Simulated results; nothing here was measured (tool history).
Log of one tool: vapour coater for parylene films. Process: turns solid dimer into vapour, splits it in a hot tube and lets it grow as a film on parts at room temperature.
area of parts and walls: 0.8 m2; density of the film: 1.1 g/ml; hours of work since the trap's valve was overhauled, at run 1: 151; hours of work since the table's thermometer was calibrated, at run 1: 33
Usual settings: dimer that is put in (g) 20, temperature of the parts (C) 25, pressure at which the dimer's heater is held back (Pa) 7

run,hour,dimer that is put in (g),temperature of the parts (C),pressure at which the dimer's heater is held back (Pa),hours of work since the trap's valve was overhauled,hours of work since the table's thermometer was calibrated,thickness of the film (nm)
1,0,20,25,7,151,33,10900
2,13,20,25,7,156,39,11080
3,19.3,20,25,7,159,41,10830
4,33.4,20,25,7,165,47,10980
5,46.9,20,25,7,170,53,10820
6,59,27,25,7,175,58,14780
7,66.3,27,25,7,178,61,14700
8,78.4,27,24,7,184,66,15540
9,88.5,27,24,7,188,71,15190
10,99.3,20,25,4.27,192,75,11850
11,109.7,20,25,4.27,197,80,11900
12,123.9,20,25,4.27,203,86,11860
13,136.7,20,25,4.27,208,91,11980
14,145.8,20,25,7,212,95,10900
15,160.1,20,25,7,218,101,11030
16,167.3,20,25,7,221,104,10930
17,173.7,20,25,7,224,107,11140
18,183.7,10,25,7,228,111,5510
19,195.7,10,25,7,233,116,5500
20,202.7,10,25,7,236,119,5470
# hour 219.5: trap's valve overhauled
21,221.6,10,25,7,1,125,5510
22,233.3,10,25,7,6,130,5440
23,240.4,14,25,8.01,9,133,7390
24,253,8,32,2.67,14,138,3980
25,266.8,8,32,2.67,20,144,4050
26,281.1,8,23,2.77,26,150,5520
27,294.8,9,25,10.78,32,156,4640
28,306.3,9,36,11.22,37,161,3110
29,319.3,10,30,2.38,42,166,5500
30,329.6,10,30,2.38,46,171,5480
31,339.2,13,18,10.72,51,175,8580

Run 32 comes next. What will it give?
32,349.4,13,18,10.72,55,179,?

Run 32 gave thickness of the film (nm) 8490.
Without the tool's hidden state the same run would have given thickness of the film (nm) 8500.
